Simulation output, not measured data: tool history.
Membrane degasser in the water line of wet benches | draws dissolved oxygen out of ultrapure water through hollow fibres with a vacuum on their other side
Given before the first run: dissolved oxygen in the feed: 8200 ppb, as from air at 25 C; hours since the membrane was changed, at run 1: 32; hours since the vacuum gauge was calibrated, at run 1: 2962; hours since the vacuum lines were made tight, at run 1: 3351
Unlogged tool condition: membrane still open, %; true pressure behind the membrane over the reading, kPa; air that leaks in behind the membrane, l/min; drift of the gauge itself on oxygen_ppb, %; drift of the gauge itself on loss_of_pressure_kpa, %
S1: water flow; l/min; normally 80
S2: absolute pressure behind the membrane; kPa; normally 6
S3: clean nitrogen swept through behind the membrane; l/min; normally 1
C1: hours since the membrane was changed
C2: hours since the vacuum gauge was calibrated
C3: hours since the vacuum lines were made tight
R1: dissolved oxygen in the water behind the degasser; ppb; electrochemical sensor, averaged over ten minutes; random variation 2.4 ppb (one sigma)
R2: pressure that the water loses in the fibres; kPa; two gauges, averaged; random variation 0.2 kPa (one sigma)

run 1 hour=0 | S1=80 S2=6 S3=1 | C1=32 C2=2962 C3=3351 | R1=407.3 R2=43.23
run 2 hour=25.2 | S1=80 S2=6 S3=1 | C1=57 C2=2987 C3=3377 | R1=410 R2=43.74
run 3 hour=58.7 | S1=80 S2=6 S3=1 | C1=91 C2=3020 C3=3410 | R1=409.9 R2=43.75
run 4 hour=95.6 | S1=80 S2=6 S3=1 | C1=128 C2=3057 C3=3447 | R1=408.1 R2=43.57
run 5 hour=121.5 | S1=80 S2=6 S3=1 | C1=154 C2=3083 C3=3473 | R1=408.6 R2=43.66
run 6 hour=166.5 | S1=80 S2=6 S3=1 | C1=199 C2=3128 C3=3518 | R1=408.6 R2=43.71
run 7 hour=211.2 | S1=80 S2=6 S3=1 | C1=243 C2=3173 C3=3563 | R1=408.5 R2=43.91
run 8 hour=233.9 | S1=97 S2=6 S3=1 | C1=266 C2=3195 C3=3585 | R1=484.5 R2=53.22
run 9 hour=255.3 | S1=97 S2=6 S3=1 | C1=287 C2=3217 C3=3607 | R1=477.9 R2=53.05
run 10 hour=305.7 | S1=97 S2=3.73 S3=1 | C1=338 C2=3267 C3=3657 | R1=154.4 R2=53.06
run 11 hour=355.9 | S1=80 S2=6 S3=1 | C1=388 C2=3318 C3=3707 | R1=410.5 R2=43.66
-- hour=372.5 vacuum gauge calibrated
run 12 hour=394.5 | S1=80 S2=6 S3=1 | C1=426 C2=22 C3=3745 | R1=386.2 R2=44.09
run 13 hour=425.9 | S1=80 S2=6 S3=1 | C1=458 C2=53 C3=3777 | R1=392.1 R2=43.75
run 14 hour=470.6 | S1=80 S2=6 S3=1 | C1=502 C2=98 C3=3821 | R1=389.3 R2=43.63
run 15 hour=502.6 | S1=80 S2=6 S3=1 | C1=534 C2=130 C3=3854 | R1=389.8 R2=43.77
run 16 hour=533.4 | S1=80 S2=6 S3=1 | C1=565 C2=161 C3=3884 | R1=391.5 R2=43.71
run 17 hour=570.6 | S1=80 S2=6 S3=1 | C1=602 C2=198 C3=3921 | R1=392.4 R2=43.96
run 18 hour=604.8 | S1=67 S2=8.03 S3=0.53 | C1=636 C2=232 C3=3956 | R1=818.5 R2=36.69
run 19 hour=645.8 | S1=70 S2=3.83 S3=2.47 | C1=677 C2=273 C3=3997 | R1=58.1 R2=38.57
run 20 hour=685.9 | S1=70 S2=3.83 S3=2.47 | C1=718 C2=313 C3=4037 | R1=58.4 R2=38.09
run 21 hour=724.9 | S1=70 S2=3.83 S3=2.47 | C1=757 C2=352 C3=4076 | R1=58.8 R2=38.29
run 22 hour=755.8 | S1=98 S2=5.59 S3=2.47 | C1=787 C2=383 C3=4107 | R1=235.4 R2=53.76
run 23 hour=804.1 | S1=98 S2=5.59 S3=2.47 | C1=836 C2=432 C3=4155 | R1=238 R2=54.03
run 24 hour=828.2 | S1=54 S2=3.7 S3=1 | C1=860 C2=456 C3=4179 | R1=60.7 R2=29.64
run 25 hour=864.8 | S1=54 S2=3.7 S3=1 | C1=896 C2=492 C3=4216 | R1=61.1 R2=29.94
run 26 hour=892.7 | S1=54 S2=14.81 S3=1 | C1=924 C2=520 C3=4244 | R1=1063.4 R2=29.88
run 27 hour=928.3 | S1=89 S2=8.75 S3=0.53 | C1=960 C2=556 C3=4279 | R1=1086.9 R2=49.18
run 28 hour=961.1 | S1=117 S2=14.83 S3=1.38 | C1=993 C2=589 C3=4312 | R1=1482.8 R2=64.18
run 29 hour=983.9 | S1=117 S2=7.25 S3=1.52 | C1=1016 C2=611 C3=4335 | R1=578.2 R2=64.4
run 30 hour=1033.7 | S1=117 S2=14.63 S3=2.39 | C1=1065 C2=661 C3=4385 | R1=1040.4 R2=64.74
run 31 hour=1059.8 | S1=80 S2=6 S3=0.62 | C1=1091 C2=687 C3=4411 | R1=517.1 R2=44.35
run 32 hour=1099.5 | S1=80 S2=6 S3=0.62 | C1=1131 C2=727 C3=4450 | R1=515 R2=43.84
run 33 hour=1123.2 | S1=102 S2=10.85 S3=1 | C1=1155 C2=751 C3=4474 | R1=1133.3 R2=56.3

Here are 3 independent what-if runs from the current tool condition. What would each one return?
run A hour=1164.7 | S1=126 S2=10.85 S3=0.6 | C1=1196 C2=792 C3=4516 | R1=? R2=?
run B hour=1164.7 | S1=80 S2=6 S3=2.4 | C1=1196 C2=792 C3=4516 | R1=? R2=?
run C hour=1164.7 | S1=93 S2=10.85 S3=1 | C1=1196 C2=792 C3=4516 | R1=? R2=?

run=A R1=1620.1 R2=69.24
run=B R1=218.8 R2=43.96
run=C R1=1065.5 R2=51.12
The same runs, with their run-to-run variation unchanged, on a tool lacking any hidden condition would have given:
run=A R1=1612.7 R2=68.69
run=B R1=213.9 R2=43.61
run=C R1=1059.2 R2=50.72
